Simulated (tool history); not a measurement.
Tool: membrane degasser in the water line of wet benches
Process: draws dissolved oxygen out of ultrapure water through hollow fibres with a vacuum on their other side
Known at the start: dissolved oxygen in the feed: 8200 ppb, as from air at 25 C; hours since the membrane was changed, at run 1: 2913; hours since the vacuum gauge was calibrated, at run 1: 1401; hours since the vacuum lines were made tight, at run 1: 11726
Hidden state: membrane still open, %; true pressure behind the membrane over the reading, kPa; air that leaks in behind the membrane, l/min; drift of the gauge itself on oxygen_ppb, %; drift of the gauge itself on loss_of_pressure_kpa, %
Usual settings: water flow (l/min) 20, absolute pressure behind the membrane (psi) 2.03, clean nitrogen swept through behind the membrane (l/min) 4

| run | hour | water flow (l/min) | absolute pressure behind the membrane (psi) | clean nitrogen swept through behind the membrane (l/min) | hours since the membrane was changed | hours since the vacuum gauge was calibrated | hours since the vacuum lines were made tight | dissolved oxygen in the water behind the degasser (ppb) | pressure that the water loses in the fibres (psi) |
|---|---|---|---|---|---|---|---|---|---|
| 1 | 0 | 20 | 2.03 | 4 | 2913 | 1401 | 11726 | 144.2 | 4.326 |
| 2 | 56.1 | 20 | 2.03 | 4 | 2969 | 1458 | 11782 | 143.4 | 4.306 |
| 3 | 103.1 | 20 | 2.03 | 7.29 | 3016 | 1504 | 11829 | 85.8 | 4.334 |
| 4 | 171.9 | 20 | 2.03 | 7.29 | 3085 | 1573 | 11898 | 85.2 | 4.283 |
| 5 | 225.4 | 20 | 2.03 | 7.34 | 3138 | 1627 | 11951 | 85.3 | 4.295 |
| 6 | 272.7 | 20 | 2.03 | 4.27 | 3186 | 1674 | 11998 | 135.5 | 4.318 |
| 7 | 347.2 | 20 | 2.03 | 4.27 | 3260 | 1749 | 12073 | 135.5 | 4.344 |
|  | 355 | vacuum gauge calibrated |
| 8 | 415.2 | 20 | 2.03 | 3.24 | 3328 | 60 | 12140 | 175.1 | 4.289 |
| 9 | 466.2 | 15 | 1.96 | 6.4 | 3379 | 111 | 12191 | 62.9 | 3.195 |
| 10 | 528.7 | 25 | 1.96 | 2.78 | 3441 | 174 | 12254 | 258.3 | 5.379 |
|  | 604.5 | vacuum gauge calibrated, once more |
| 11 | 606 | 28 | 2.73 | 2.69 | 3518 | 2 | 12331 | 431.8 | 6.068 |
| 12 | 685.9 | 20 | 2.19 | 3.16 | 3598 | 81 | 12410 | 192.3 | 4.342 |
| 13 | 760.1 | 20 | 2.19 | 3.16 | 3672 | 156 | 12485 | 192.7 | 4.311 |
| 14 | 861.1 | 20 | 1.52 | 4.17 | 3773 | 257 | 12586 | 97.4 | 4.322 |

Forecast each of these 3 alternatives for the next run:
| A | 920.8 | 13 | 1.33 | 9.91 | 3833 | 316 | 12645 | ? | ? |
| B | 920.8 | 22 | 2.49 | 2.46 | 3833 | 316 | 12645 | ? | ? |
| C | 920.8 | 26 | 3.58 | 9.47 | 3833 | 316 | 12645 | ? | ? |

| run | dissolved oxygen in the water behind the degasser (ppb) | pressure that the water loses in the fibres (psi) |
|---|---|---|
| A | 20.9 | 2.82 |
| B | 310.2 | 4.757 |
| C | 192.3 | 5.632 |
Without the tool's hidden state the same runs would have given:
| run | dissolved oxygen in the water behind the degasser (ppb) | pressure that the water loses in the fibres (psi) |
|---|---|---|
| A | 20.4 | 2.777 |
| B | 305.8 | 4.688 |
| C | 187.4 | 5.548 |
